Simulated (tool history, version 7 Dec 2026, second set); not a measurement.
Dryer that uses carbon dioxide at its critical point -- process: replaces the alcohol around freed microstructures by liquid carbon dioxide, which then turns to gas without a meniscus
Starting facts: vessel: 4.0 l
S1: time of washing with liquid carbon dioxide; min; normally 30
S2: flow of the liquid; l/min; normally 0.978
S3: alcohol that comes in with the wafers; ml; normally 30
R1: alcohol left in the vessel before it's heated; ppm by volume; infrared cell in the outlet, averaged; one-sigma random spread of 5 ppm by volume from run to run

run	day	S1	S2	S3	R1
1	0	30	0.978	30	112
2	1.396	30	0.978	30	119
3	2.883	30	0.978	30	122
4	4.654	30	0.978	30	127
5	5.488	30	0.978	30	139
# day 5.683: inlet filter changed
6	7.304	30	0.978	30	127
7	8.588	30	0.978	30	146
8	10.096	30	0.978	95	172
9	11.088	22	0.978	95	315
10	11.988	30	0.978	30	146
11	13.658	30	1.32	30	143
12	15.483	30	1.32	30	147
13	16.729	30	1.32	30	156
14	18.35	30	1.32	30	153
15	19.542	30	0.978	30	168
16	20.562	30	0.978	30	170
17	21.521	30	1.066	71	167
18	23.375	46	1.234	98	166
19	24.208	46	1.234	98	175
20	25.062	46	1.234	98	169
21	26.017	46	1.234	23	185
22	27.679	43	0.92	34	177
23	29.446	19	0.643	30	675
24	30.567	24	0.601	94	1149
25	31.85	24	0.601	94	1192
26	33.05	27	1.53	55	211
# day 33.904: purifier's bed changed
27	34.362	30	1.026	27	19
28	35.775	33	0.766	85	107
29	37.158	37	0.766	83	65
# day 38.217: inlet filter changed
30	39.083	25	1.231	83	36
31	40.371	25	1.231	25	38

Branching from run 31: 4 alternative next runs. What would each branch give?
A	41.667	25	1.055	25	?
B	41.667	48	0.862	57	?
C	41.667	18	0.66	24	?
D	41.667	32	0.978	30	?

run	R1
A	44
B	21
C	387
D	40
With no hidden state in the tool, these same runs would have given:
run	R1
A	17
B	0
C	348
D	15

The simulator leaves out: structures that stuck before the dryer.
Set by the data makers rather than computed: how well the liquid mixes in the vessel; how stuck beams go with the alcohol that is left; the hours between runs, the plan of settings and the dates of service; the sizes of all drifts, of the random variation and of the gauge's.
